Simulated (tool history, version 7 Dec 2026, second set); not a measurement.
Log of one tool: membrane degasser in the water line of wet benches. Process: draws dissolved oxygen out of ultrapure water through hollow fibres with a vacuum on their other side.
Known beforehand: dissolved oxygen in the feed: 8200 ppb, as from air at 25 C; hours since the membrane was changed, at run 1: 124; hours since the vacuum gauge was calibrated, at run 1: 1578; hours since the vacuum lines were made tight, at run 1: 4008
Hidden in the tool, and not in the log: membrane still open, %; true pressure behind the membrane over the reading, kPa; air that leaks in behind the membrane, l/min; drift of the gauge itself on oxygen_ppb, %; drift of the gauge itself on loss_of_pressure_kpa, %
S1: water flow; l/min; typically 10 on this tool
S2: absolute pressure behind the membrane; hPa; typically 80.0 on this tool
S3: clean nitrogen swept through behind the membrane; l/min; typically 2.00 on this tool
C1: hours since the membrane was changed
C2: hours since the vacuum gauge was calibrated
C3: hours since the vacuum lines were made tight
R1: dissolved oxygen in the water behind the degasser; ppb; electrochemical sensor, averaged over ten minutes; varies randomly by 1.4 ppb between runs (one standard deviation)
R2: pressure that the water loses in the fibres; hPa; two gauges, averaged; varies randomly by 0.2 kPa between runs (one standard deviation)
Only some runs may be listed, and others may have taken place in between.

run,hour,S1,S2,S3,C1,C2,C3,R1,R2
1,0.0,10,80.0,2.00,124,1578,4008,133.9,426.9
2,83.5,10,80.0,2.00,208,1661,4092,133.6,432.2
3,160.4,10,80.0,2.00,285,1738,4169,133.9,431.0
4,257.6,10,80.0,2.00,382,1835,4266,134.5,434.5
5,339.7,10,80.0,2.00,464,1917,4348,131.3,431.3
6,441.6,10,80.0,2.00,566,2019,4450,136.1,433.6
7,548.5,10,80.0,2.00,673,2126,4557,133.7,430.3
8,620.1,7,67.3,4.76,745,2198,4629,29.6,300.1
9,739.4,7,67.3,4.76,864,2317,4748,29.6,303.7
10,821.4,13,82.5,2.00,946,2399,4830,264.4,562.4
11,911.2,10,62.0,2.00,1036,2489,4920,113.6,431.7
12,974.6,10,92.3,1.82,1099,2552,4983,153.7,433.0
13,1107.9,9,63.5,2.00,1232,2685,5116,84.1,395.2
14,1244.4,10,54.6,2.11,1369,2822,5253,103.3,436.9

The logged runs with the hidden state left out (each run's random variation unchanged):
run,R2
1,426.9
2,431.8
3,430.3
4,433.4
5,429.8
6,431.8
7,428.0
8,298.3
9,301.5
10,557.9
11,427.9
12,428.9
13,391.0
14,431.6
For R1, the value without the hidden state is never more than 0.1 ppb from the measured value.
